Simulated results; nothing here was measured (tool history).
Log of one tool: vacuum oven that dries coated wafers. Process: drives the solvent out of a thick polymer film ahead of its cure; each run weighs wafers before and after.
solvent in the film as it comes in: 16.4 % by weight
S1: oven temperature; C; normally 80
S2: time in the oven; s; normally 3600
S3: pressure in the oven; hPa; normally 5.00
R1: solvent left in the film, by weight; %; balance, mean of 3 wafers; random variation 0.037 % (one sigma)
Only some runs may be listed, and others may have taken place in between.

{"run": 1, "hour": 0.0, "S1": 80, "S2": 3600, "S3": 5.0, "R1": 1.15}
{"run": 2, "hour": 14.9, "S1": 80, "S2": 3600, "S3": 5.0, "R1": 1.14}
{"run": 3, "hour": 45.6, "S1": 80, "S2": 3600, "S3": 5.0, "R1": 1.23}
{"run": 4, "hour": 59.8, "S1": 93, "S2": 3600, "S3": 5.0, "R1": 0.3}
{"run": 5, "hour": 75.0, "S1": 93, "S2": 3600, "S3": 5.0, "R1": 0.31}
{"run": 6, "hour": 89.5, "S1": 80, "S2": 3600, "S3": 16.92, "R1": 1.86}
{"run": 7, "hour": 113.2, "S1": 80, "S2": 3600, "S3": 16.92, "R1": 1.86}
{"run": 8, "hour": 128.4, "S1": 94, "S2": 3240, "S3": 10.24, "R1": 0.55}
{"run": 9, "hour": 142.7, "S1": 94, "S2": 3240, "S3": 10.24, "R1": 0.46}
{"run": 10, "hour": 170.6, "S1": 80, "S2": 5100, "S3": 8.37, "R1": 0.75}
{"run": 11, "hour": 192.7, "S1": 80, "S2": 3600, "S3": 15.09, "R1": 1.74}
{"run": 12, "hour": 211.7, "S1": 93, "S2": 4380, "S3": 16.6, "R1": 0.64}

Below are 4 alternative next runs, each starting from the tool's condition after run 12. Predict each:
{"run": "A", "hour": 237.2, "S1": 67, "S2": 6000, "S3": 16.6, "R1": "?"}
{"run": "B", "hour": 237.2, "S1": 68, "S2": 2040, "S3": 4.01, "R1": "?"}
{"run": "C", "hour": 237.2, "S1": 93, "S2": 4380, "S3": 9.62, "R1": "?"}
{"run": "D", "hour": 237.2, "S1": 93, "S2": 4020, "S3": 16.6, "R1": "?"}

run=A R1=3.06
run=B R1=6.05
run=C R1=0.45
run=D R1=0.59
With the hidden condition removed and each run's random variation left untouched, the same runs would have given:
run=A R1=2.87
run=B R1=5.93
run=C R1=0.38
run=D R1=0.52
